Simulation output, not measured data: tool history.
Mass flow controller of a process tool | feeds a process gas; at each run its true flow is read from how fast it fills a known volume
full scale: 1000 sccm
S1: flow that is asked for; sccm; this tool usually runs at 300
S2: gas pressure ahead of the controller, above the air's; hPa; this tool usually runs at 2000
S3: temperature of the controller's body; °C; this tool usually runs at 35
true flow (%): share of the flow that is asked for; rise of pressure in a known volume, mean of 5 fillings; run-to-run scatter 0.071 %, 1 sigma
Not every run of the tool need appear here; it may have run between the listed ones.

run 1 day=0.000 | S1=300 S2=2000 S3=35 | true_flow_(%)=100.17
run 2 day=6.262 | S1=300 S2=2000 S3=20 | true_flow_(%)=99.51
run 3 day=10.462 | S1=300 S2=2000 S3=20 | true_flow_(%)=99.39
run 4 day=14.996 | S1=300 S2=2000 S3=20 | true_flow_(%)=99.40
run 5 day=19.462 | S1=300 S2=2000 S3=20 | true_flow_(%)=99.43
run 6 day=24.604 | S1=414 S2=2000 S3=20 | true_flow_(%)=99.27
run 7 day=30.562 | S1=414 S2=2000 S3=20 | true_flow_(%)=99.52
run 8 day=36.721 | S1=414 S2=2000 S3=20 | true_flow_(%)=99.33
run 9 day=42.375 | S1=414 S2=2000 S3=20 | true_flow_(%)=99.47
run 10 day=47.412 | S1=414 S2=2000 S3=20 | true_flow_(%)=99.46
run 11 day=53.188 | S1=414 S2=2000 S3=20 | true_flow_(%)=99.44
run 12 day=60.412 | S1=414 S2=2000 S3=20 | true_flow_(%)=99.40
run 13 day=68.171 | S1=414 S2=2000 S3=20 | true_flow_(%)=99.48
run 14 day=75.208 | S1=300 S2=2000 S3=35 | true_flow_(%)=100.09
run 15 day=79.438 | S1=300 S2=2000 S3=30 | true_flow_(%)=99.86
run 16 day=86.588 | S1=169 S2=1610 S3=29 | true_flow_(%)=100.06
run 17 day=91.762 | S1=441 S2=1800 S3=23 | true_flow_(%)=99.78
run 18 day=98.508 | S1=300 S2=2000 S3=33 | true_flow_(%)=100.24
run 19 day=103.975 | S1=125 S2=2240 S3=22 | true_flow_(%)=99.11
run 20 day=111.046 | S1=125 S2=2240 S3=22 | true_flow_(%)=99.22
run 21 day=115.592 | S1=926 S2=2240 S3=28 | true_flow_(%)=99.90
run 22 day=120.500 | S1=991 S2=2790 S3=25 | true_flow_(%)=99.45
run 23 day=124.338 | S1=936 S2=1810 S3=22 | true_flow_(%)=99.93
run 24 day=128.304 | S1=936 S2=1810 S3=26 | true_flow_(%)=100.28
run 25 day=135.971 | S1=237 S2=2740 S3=24 | true_flow_(%)=99.01
run 26 day=140.112 | S1=149 S2=1480 S3=33 | true_flow_(%)=100.38
run 27 day=143.996 | S1=529 S2=2240 S3=35 | true_flow_(%)=100.06
run 28 day=149.571 | S1=166 S2=2000 S3=33 | true_flow_(%)=99.92
run 29 day=153.746 | S1=300 S2=2120 S3=38 | true_flow_(%)=100.25

Consider 5 possible next runs. They are alternatives, not a sequence: every one starts from the tool as it was left by run 29. What does each give?
run A day=158.492 | S1=848 S2=2020 S3=36 | true_flow_(%)=?
run B day=158.492 | S1=678 S2=2200 S3=23 | true_flow_(%)=?
run C day=158.492 | S1=270 S2=1560 S3=35 | true_flow_(%)=?
run D day=158.492 | S1=300 S2=2460 S3=38 | true_flow_(%)=?
run E day=158.492 | S1=459 S2=1780 S3=24 | true_flow_(%)=?

run=A true_flow_(%)=100.45
run=B true_flow_(%)=99.60
run=C true_flow_(%)=100.40
run=D true_flow_(%)=99.89
run=E true_flow_(%)=99.63
What these runs would have given with no unlogged condition in the tool:
run=A true_flow_(%)=100.44
run=B true_flow_(%)=99.59
run=C true_flow_(%)=100.39
run=D true_flow_(%)=99.88
run=E true_flow_(%)=99.62

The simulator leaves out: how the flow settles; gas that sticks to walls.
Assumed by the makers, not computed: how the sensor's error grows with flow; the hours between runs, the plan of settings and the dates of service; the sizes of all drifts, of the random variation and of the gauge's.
